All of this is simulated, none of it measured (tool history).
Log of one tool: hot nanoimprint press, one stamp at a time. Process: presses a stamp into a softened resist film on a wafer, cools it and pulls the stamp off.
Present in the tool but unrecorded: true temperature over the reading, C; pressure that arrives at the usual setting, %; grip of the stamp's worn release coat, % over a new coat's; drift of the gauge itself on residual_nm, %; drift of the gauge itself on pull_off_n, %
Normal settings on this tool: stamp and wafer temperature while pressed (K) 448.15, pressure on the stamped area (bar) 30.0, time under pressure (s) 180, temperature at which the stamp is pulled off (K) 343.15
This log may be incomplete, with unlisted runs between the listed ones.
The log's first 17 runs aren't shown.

run	hour	stamp and wafer temperature while pressed (K)	pressure on the stamped area (bar)	time under pressure (s)	temperature at which the stamp is pulled off (K)	hours of work since the thermocouple was calibrated	imprints on the stamp's release coat	hours of work since the press's seals were changed	resist left under the stamp's widest pad (Å)	greatest force while the stamp is pulled off (N)
18	251.5	441.15	30.0	180	343.15	185	434	259	3521	207
19	260.2	443.15	30.0	280	343.15	191	481	266	2761	213
20	275.9	443.15	30.0	280	343.15	203	567	278	2732	202
21	285.5	454.15	25.1	253	346.15	210	619	285	2028	201
22	303.8	454.15	25.1	253	346.15	224	718	299	1988	199
23	321.6	454.15	43.7	94	346.15	238	816	312	2326	196
24	338.0	437.15	25.2	180	345.15	250	904	324	4360	196
25	358.6	457.15	26.0	113	340.15	265	1017	340	2490	218
26	379.5	448.15	19.3	180	336.15	281	1130	356	3305	232
27	389.4	448.15	25.0	180	336.15	289	1184	363	2922	232
28	402.0	448.15	25.0	180	336.15	298	1253	373	2920	231
29	413.8	436.15	32.6	158	347.15	307	1317	382	4288	188
30	430.6	436.15	18.6	131	330.15	320	1409	394	5359	260

Alternative continuations, all from the tool just after run 30; predict every row:
A	442.7	448.15	30.0	185	332.15	329	1475	403	?	?
B	442.7	443.15	46.8	212	330.15	329	1475	403	?	?
C	442.7	450.15	18.6	131	330.15	329	1475	403	?	?

run	resist left under the stamp's widest pad (Å)	greatest force while the stamp is pulled off (N)
A	2638	254
B	2530	265
C	3513	260
Stripped of hidden state, with their random variation kept, the same runs would have yielded:
run	resist left under the stamp's widest pad (Å)	greatest force while the stamp is pulled off (N)
A	2637	253
B	2529	264
C	3512	259

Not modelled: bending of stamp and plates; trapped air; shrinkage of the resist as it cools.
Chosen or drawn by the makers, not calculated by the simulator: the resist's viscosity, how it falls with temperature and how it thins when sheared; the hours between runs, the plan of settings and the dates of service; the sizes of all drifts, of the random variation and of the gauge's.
